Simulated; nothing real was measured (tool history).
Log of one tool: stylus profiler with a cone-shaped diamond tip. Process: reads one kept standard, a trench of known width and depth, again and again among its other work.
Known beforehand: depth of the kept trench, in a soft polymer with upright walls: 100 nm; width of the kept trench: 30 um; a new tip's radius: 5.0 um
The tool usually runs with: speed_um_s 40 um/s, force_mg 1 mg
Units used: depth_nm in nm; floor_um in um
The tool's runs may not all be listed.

run,hour,speed_um_s,force_mg,depth_nm,floor_um
1,0,40,1,100.4,27.58
2,76.9,40,2.82,100.74,27.72
3,163,40,1,100.41,27.55
4,229.7,40,1,100.43,27.55
5,291.5,40,1,100.46,27.55
6,372.7,40,1,100.47,27.55
7,462.5,40,1,100.41,27.56
8,515.1,40,1,100.41,27.55
9,584.5,40,1,100.45,27.56
10,675.8,40,1,100.46,27.56
11,752.5,40,1.76,100.58,27.66
12,803.6,40,1.76,100.63,27.67
13,864.2,40,1.76,100.6,27.64
14,940.2,40,1.76,100.62,27.65
15,978.4,40,1.76,100.72,27.61
16,1044.9,40,1.88,100.63,27.61
17,1136,40,1.88,100.67,27.63

Expected results for the next run?
18,1173.7,69,1.1,?,?

Run 18 yielded depth_nm 100.55 nm, floor_um 27.31 um.
Take away the tool's hidden state, keep the run-to-run variation as it was, and the same run would have given depth_nm 100.33 nm, floor_um 27.42 um.
